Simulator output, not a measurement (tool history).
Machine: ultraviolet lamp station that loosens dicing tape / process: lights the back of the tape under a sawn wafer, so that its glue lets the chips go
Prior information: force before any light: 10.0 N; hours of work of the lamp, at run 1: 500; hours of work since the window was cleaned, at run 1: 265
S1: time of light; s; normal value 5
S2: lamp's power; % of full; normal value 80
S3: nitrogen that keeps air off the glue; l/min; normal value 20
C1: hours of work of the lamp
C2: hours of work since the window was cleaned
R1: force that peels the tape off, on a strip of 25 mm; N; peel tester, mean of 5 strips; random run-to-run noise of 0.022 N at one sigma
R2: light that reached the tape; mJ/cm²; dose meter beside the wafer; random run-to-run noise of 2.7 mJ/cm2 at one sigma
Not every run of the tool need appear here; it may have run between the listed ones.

Run 1, hour 0: usual settings; C1 500; C2 265. Result: R1 1.459 N, R2 305 mJ/cm².
Run 2, hour 24.3: usual settings; C1 512; C2 277. Result: R1 1.568 N, R2 299 mJ/cm².
Run 3, hour 37.5: usual settings; C1 519; C2 284. Result: R1 1.535 N, R2 300 mJ/cm².
Run 4, hour 56: usual settings; C1 529; C2 294. Result: R1 1.562 N, R2 300 mJ/cm².
Run 5, hour 67.8: usual settings; C1 535; C2 300. Result: R1 1.544 N, R2 296 mJ/cm².
Run 6, hour 86.3: usual settings but S2 61 % of full; C1 544; C2 309. Result: R1 2.292 N, R2 223 mJ/cm².
Run 7, hour 104.9: usual settings but S2 65 % of full, S3 33 l/min; C1 554; C2 319. Result: R1 1.803 N, R2 241 mJ/cm².
Run 8, hour 121.5: usual settings but S2 65 % of full, S3 33 l/min; C1 562; C2 327. Result: R1 1.722 N, R2 236 mJ/cm².
Run 9, hour 147.1: usual settings but S1 3 s, S3 17 l/min; C1 575; C2 340. Result: R1 3.475 N, R2 173 mJ/cm².
Run 10, hour 168.6: usual settings but S1 3 s, S2 99 % of full, S3 12 l/min; C1 586; C2 351. Result: R1 3.324 N, R2 213 mJ/cm².
Run 11, hour 192.7: usual settings but S1 3 s, S2 99 % of full, S3 12 l/min; C1 599; C2 364. Result: R1 3.264 N, R2 214 mJ/cm².
Run 12, hour 211.7: usual settings but S1 10 s, S3 32 l/min; C1 609; C2 374. Result: R1 0.34 N, R2 572 mJ/cm².

Same runs, no hidden state in the tool, same run-to-run variation:
Unlogged tool condition in this case: lamp's light, % of a new lamp's; light that the window lets through, % of a clean one's; drift of the gauge itself on peel_n, %; drift of the gauge itself on dose_mj_cm2, %.
run     R1   R2
  1  1.035  367
  2  1.101  362
  3  1.071  364
  4  1.083  366
  5  1.064  363
  6  1.677  275
  7  1.235  298
  8   1.17  294
  9  2.683  217
 10    2.5  268
 11  2.441  271
 12  0.258  730
